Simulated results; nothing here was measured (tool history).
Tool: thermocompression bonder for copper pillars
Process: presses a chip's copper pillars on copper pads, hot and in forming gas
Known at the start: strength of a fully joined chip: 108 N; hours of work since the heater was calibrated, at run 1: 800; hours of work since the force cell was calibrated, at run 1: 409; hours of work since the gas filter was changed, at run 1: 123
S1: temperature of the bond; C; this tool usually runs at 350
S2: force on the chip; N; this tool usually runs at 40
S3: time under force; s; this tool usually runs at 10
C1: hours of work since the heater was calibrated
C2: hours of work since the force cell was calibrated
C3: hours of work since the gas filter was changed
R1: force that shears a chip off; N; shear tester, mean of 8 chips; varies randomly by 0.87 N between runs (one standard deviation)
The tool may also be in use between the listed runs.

run	day	S1	S2	S3	C1	C2	C3	R1
1	0.000	350	40	10	800	409	123	68.2
2	0.642	350	40	10	809	418	131	65.8
3	1.246	350	40	11	817	426	139	67.7
4	1.833	350	40	11	825	433	147	67.4
5	3.112	350	40	11	842	450	164	66.3
6	4.212	377	40	10	856	465	179	75.4
7	5.421	377	40	10	872	481	195	74.2
8	6.175	377	40	10	882	491	205	73.6
# day 6.321: forming gas filter changed
9	7.412	380	40	10	898	507	14	83.0
10	8.500	350	49	10	913	521	29	80.5
11	9.100	350	49	10	921	529	37	77.8
12	10.375	350	49	10	938	546	54	79.1
13	11.154	350	40	17	948	557	64	79.5
14	12.388	357	40	10	964	573	80	71.5
15	13.288	335	40	10	976	585	92	61.3
16	14.400	335	40	10	991	600	107	61.0
17	15.046	350	40	5	999	608	116	53.6
18	16.038	350	40	5	1013	621	129	52.7
19	17.288	350	40	5	1029	638	145	53.1
20	18.542	350	40	10	1046	654	162	64.3
21	19.512	355	26	6	1059	667	175	37.6
22	20.625	347	40	16	1073	682	189	72.8
23	21.575	347	40	16	1086	695	202	70.2
# day 21.967: forming gas filter changed
24	22.162	350	36	7	1093	702	3	57.8
25	23.021	337	58	10	1105	713	14	82.9
# day 23.167: force cell calibrated
26	24.000	371	52	18	1117	11	26	94.4
27	24.883	344	35	10	1129	23	38	59.0
28	25.425	344	35	15	1136	30	45	66.6
29	26.379	344	35	15	1148	43	58	64.3
30	27.621	339	38	25	1165	59	74	74.0
31	28.250	334	40	10	1173	67	82	58.6
32	28.817	363	40	10	1181	75	90	69.6
# day 29.062: force cell calibrated, once more
33	30.038	363	40	10	1196	13	105	71.7
34	30.979	352	40	10	1209	25	118	68.5
35	31.712	366	59	14	1218	35	127	93.6
36	32.662	335	36	18	1231	48	140	65.7
37	33.392	350	53	10	1241	57	150	80.5
38	34.446	360	40	20	1254	71	164	82.5
39	35.554	378	47	12	1269	86	178	83.7
40	36.542	348	47	12	1282	99	191	74.5

4 options for the next run, each taken on its own from the tool as it stands now. Forecast them:
A	37.192	350	31	10	1291	108	200	?
B	37.192	330	40	27	1291	108	200	?
C	37.192	374	31	7	1291	108	200	?
D	37.192	350	27	15	1291	108	200	?

run	R1
A	51.9
B	74.9
C	55.5
D	54.2
With no hidden state in the tool, these same runs would have given:
run	R1
A	60.3
B	85.6
C	64.1
D	62.8

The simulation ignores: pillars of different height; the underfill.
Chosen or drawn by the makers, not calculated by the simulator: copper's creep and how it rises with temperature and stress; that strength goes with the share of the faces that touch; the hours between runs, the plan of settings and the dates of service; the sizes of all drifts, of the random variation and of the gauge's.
